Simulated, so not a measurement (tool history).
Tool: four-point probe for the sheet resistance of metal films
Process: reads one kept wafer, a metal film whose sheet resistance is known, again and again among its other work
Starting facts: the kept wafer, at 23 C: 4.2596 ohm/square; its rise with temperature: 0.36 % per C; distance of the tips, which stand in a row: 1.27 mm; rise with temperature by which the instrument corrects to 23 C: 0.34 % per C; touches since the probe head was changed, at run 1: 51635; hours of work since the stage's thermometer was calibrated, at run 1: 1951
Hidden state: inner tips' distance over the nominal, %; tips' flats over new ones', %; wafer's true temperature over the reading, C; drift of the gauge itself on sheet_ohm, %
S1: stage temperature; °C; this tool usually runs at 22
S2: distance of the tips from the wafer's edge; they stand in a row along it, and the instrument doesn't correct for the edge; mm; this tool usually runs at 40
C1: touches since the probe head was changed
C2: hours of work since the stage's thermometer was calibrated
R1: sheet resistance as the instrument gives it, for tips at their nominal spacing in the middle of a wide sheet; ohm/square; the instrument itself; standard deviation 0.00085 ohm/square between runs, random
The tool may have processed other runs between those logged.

run,hour,S1,S2,C1,C2,R1
1,0.0,22,40,51635,1951,4.314031
2,54.0,22,40,53825,1982,4.315024
3,80.6,22,40,54900,1997,4.314235
4,131.2,22,40,56952,2026,4.316733
5,191.9,20,40,59412,2060,4.315107
# hour 204.6: stage's thermometer calibrated
6,226.2,20,40,60784,12,4.306875
7,278.0,20,40,62881,42,4.307102
8,307.6,34,37,64080,59,4.317119
9,344.7,34,37,65583,80,4.318376
10,398.7,34,37,67774,111,4.318910
11,460.2,34,37,70267,146,4.319379

5 ways to go on from here, each from the tool as it stands after run 11. What would each give?
A,489.7,27,12,71461,162,?
B,489.7,20,59,71461,162,?
C,489.7,18,40,71461,162,?
D,489.7,32,51,71461,162,?
E,489.7,19,14,71461,162,?

run,R1
A,4.338097
B,4.310173
C,4.309449
D,4.317271
E,4.326120
Stripped of hidden state, with their random variation kept, the same runs would have yielded:
run,R1
A,4.287578
B,4.259946
C,4.259228
D,4.266980
E,4.275721

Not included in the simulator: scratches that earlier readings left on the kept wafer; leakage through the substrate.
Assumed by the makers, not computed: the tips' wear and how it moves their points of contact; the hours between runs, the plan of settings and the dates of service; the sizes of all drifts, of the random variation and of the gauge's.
